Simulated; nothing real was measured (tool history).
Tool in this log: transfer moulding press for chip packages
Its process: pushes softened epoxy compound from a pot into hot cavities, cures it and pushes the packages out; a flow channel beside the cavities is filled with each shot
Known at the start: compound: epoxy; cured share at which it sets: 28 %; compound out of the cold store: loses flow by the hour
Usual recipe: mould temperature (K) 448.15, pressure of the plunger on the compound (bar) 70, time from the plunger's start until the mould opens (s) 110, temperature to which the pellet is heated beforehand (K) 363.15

run	day	mould temperature (K)	pressure of the plunger on the compound (bar)	time from the plunger's start until the mould opens (s)	temperature to which the pellet is heated beforehand (K)	incoming compound's hours out of the cold store	length that the compound runs in the flow channel (mm)	greatest force on the pins that push the packages out (N)
1	0	448.15	70	110	363.15	35.9	899	486
2	0.517	448.15	70	110	363.15	30.6	900	532
# day 0.838: cavities cleaned with cleaning compound and waxed
3	1.25	448.15	70	110	363.15	39.8	896	371
4	1.717	448.15	70	110	363.15	29.2	909	439
5	2.208	448.15	70	110	357.15	11.9	974	498
6	2.588	448.15	70	110	357.15	22.4	932	509
# day 3.212: cavities cleaned with cleaning compound and waxed
7	3.292	448.15	70	110	357.15	16.8	943	346
8	4.029	448.15	70	110	357.15	14.1	960	442
# day 4.162: mould's thermocouples calibrated
9	4.479	448.15	70	110	357.15	38	871	445
10	4.95	448.15	70	115	357.15	43.2	840	462
11	5.446	443.15	72.9	115	357.15	36	904	611
# day 5.7: cavities cleaned with cleaning compound and waxed
12	6.142	448.15	70	130	355.15	28.5	892	350
13	6.667	448.15	70	130	355.15	34.2	878	393
# day 7.117: mould's thermocouples calibrated, once more
14	7.492	446.15	70	130	360.15	47.2	847	468
15	7.8	450.15	88	110	357.15	34.6	968	490

Expected results for the next run?
# day 8.146: cavities cleaned with cleaning compound and waxed
16	8.517	450.15	88	110	357.15	23.4	?	?

Run 16 yielded length that the compound runs in the flow channel (mm) 1019, greatest force on the pins that push the packages out (N) 371.
Take away the tool's hidden state, keep the run-to-run variation as it was, and the same run would have given length that the compound runs in the flow channel (mm) 1059, greatest force on the pins that push the packages out (N) 319.
